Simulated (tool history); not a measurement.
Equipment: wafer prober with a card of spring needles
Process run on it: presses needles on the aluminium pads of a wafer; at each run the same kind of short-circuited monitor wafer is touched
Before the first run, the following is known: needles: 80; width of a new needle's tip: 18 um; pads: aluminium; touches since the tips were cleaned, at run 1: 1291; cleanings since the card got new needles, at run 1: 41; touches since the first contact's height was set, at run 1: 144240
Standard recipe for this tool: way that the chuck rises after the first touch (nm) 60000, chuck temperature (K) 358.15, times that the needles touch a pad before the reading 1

run,hour,way that the chuck rises after the first touch (nm),chuck temperature (K),times that the needles touch a pad before the reading,touches since the tips were cleaned,cleanings since the card got new needles,touches since the first contact's height was set,resistance of one needle with its contact and lead (mohm),way that a needle slides on the pad (nm)
1,0,60000,358.15,1,1291,41,144240,117,11780
# hour 11.7: tips cleaned on abrasive film
2,18,69000,358.15,1,4366,42,156624,116,13560
# hour 23: tips cleaned on abrasive film
# hour 35.4: tips cleaned on abrasive film
3,42.4,69000,358.15,1,4784,44,173306,116,13500
# hour 48.4: tips cleaned on abrasive film
# hour 59.9: tips cleaned on abrasive film
4,64.7,60000,374.15,1,3318,46,188567,120,11740
# hour 72.7: tips cleaned on abrasive film
# hour 82.3: height of the first contact set anew
# hour 84.6: tips cleaned on abrasive film
5,90.5,60000,374.15,1,4044,48,5588,120,11760
# hour 97.9: tips cleaned on abrasive film
# hour 110: tips cleaned on abrasive film
6,113.1,60000,358.15,1,2151,50,21082,120,11790
# hour 121.7: tips cleaned on abrasive film
7,124.5,60000,358.15,1,1951,51,28906,118,11770
# hour 134.3: tips cleaned on abrasive film
8,139.6,60000,358.15,1,3705,52,39280,115,11790
# hour 146.1: tips cleaned on abrasive film
# hour 158.2: tips cleaned on abrasive film
9,161,60000,358.15,1,1910,54,53894,117,11790
# hour 171: tips cleaned on abrasive film
10,173.4,60000,326.15,1,1657,55,62360,112,11790
# hour 183: tips cleaned on abrasive film
11,188.7,64000,382.15,2,3982,56,72914,121,12560
# hour 195.5: tips cleaned on abrasive film
12,199.1,60000,303.15,1,2469,57,79996,111,11760
# hour 208.1: tips cleaned on abrasive film
# hour 219.4: tips cleaned on abrasive film
13,222.9,53000,358.15,1,2377,59,96297,119,10400
# hour 231.3: tips cleaned on abrasive film
# hour 243.3: tips cleaned on abrasive film
14,246.2,63000,307.15,1,2001,61,112298,111,12390
# hour 254.6: tips cleaned on abrasive film
15,265.5,43000,358.15,2,7525,62,125553,124,8470
# hour 267.9: tips cleaned on abrasive film
# hour 280.4: tips cleaned on abrasive film
16,290.2,43000,358.15,2,6797,64,142472,120,8410

Expected results for the next run?
# hour 292.2: tips cleaned on abrasive film
# hour 303.9: tips cleaned on abrasive film
17,304.8,60000,363.15,1,634,66,152434,?,?

Run 17 yielded resistance of one needle with its contact and lead (mohm) 115, way that a needle slides on the pad (nm) 11730.
If the tool had no hidden condition, the same run with the same run-to-run variation would have returned resistance of one needle with its contact and lead (mohm) 115, way that a needle slides on the pad (nm) 11730.
